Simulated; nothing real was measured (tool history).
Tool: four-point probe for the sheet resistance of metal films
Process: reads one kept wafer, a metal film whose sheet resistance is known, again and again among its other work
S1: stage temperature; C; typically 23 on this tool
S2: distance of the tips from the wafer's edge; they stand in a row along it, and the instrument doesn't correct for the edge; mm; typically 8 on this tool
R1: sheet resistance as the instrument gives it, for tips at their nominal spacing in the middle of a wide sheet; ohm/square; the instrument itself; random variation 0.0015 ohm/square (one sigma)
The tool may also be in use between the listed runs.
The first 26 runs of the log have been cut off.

run 27 day=103.4 | S1=23 S2=4 | R1=7.607661
run 28 day=107.638 | S1=29 S2=15 | R1=7.414761
run 29 day=111.225 | S1=19 S2=8 | R1=7.412797
run 30 day=116.121 | S1=24 S2=7 | R1=7.458363
run 31 day=121.121 | S1=24 S2=7 | R1=7.456813
run 32 day=124.167 | S1=33 S2=6 | R1=7.525405
-- day=125.833 new probe head fitted
run 33 day=128.471 | S1=33 S2=6 | R1=7.47703
run 34 day=131.375 | S1=23 S2=6 | R1=7.431562
run 35 day=136.771 | S1=28 S2=14 | R1=7.366474
run 36 day=139.542 | S1=23 S2=11 | R1=7.356443
run 37 day=142.104 | S1=23 S2=11 | R1=7.356639

Alternative continuations, all from the tool just after run 37; predict every row:
run A day=145.096 | S1=23 S2=4 | R1=?
run B day=145.096 | S1=21 S2=16 | R1=?
run C day=145.096 | S1=33 S2=11 | R1=?
run D day=145.096 | S1=21 S2=64 | R1=?

run=A R1=7.563277
run=B R1=7.330708
run=C R1=7.402515
run=D R1=7.317495
Take away the tool's hidden state, keep each run's random variation, and the runs would have read:
run=A R1=7.561663
run=B R1=7.329189
run=C R1=7.400548
run=D R1=7.315976
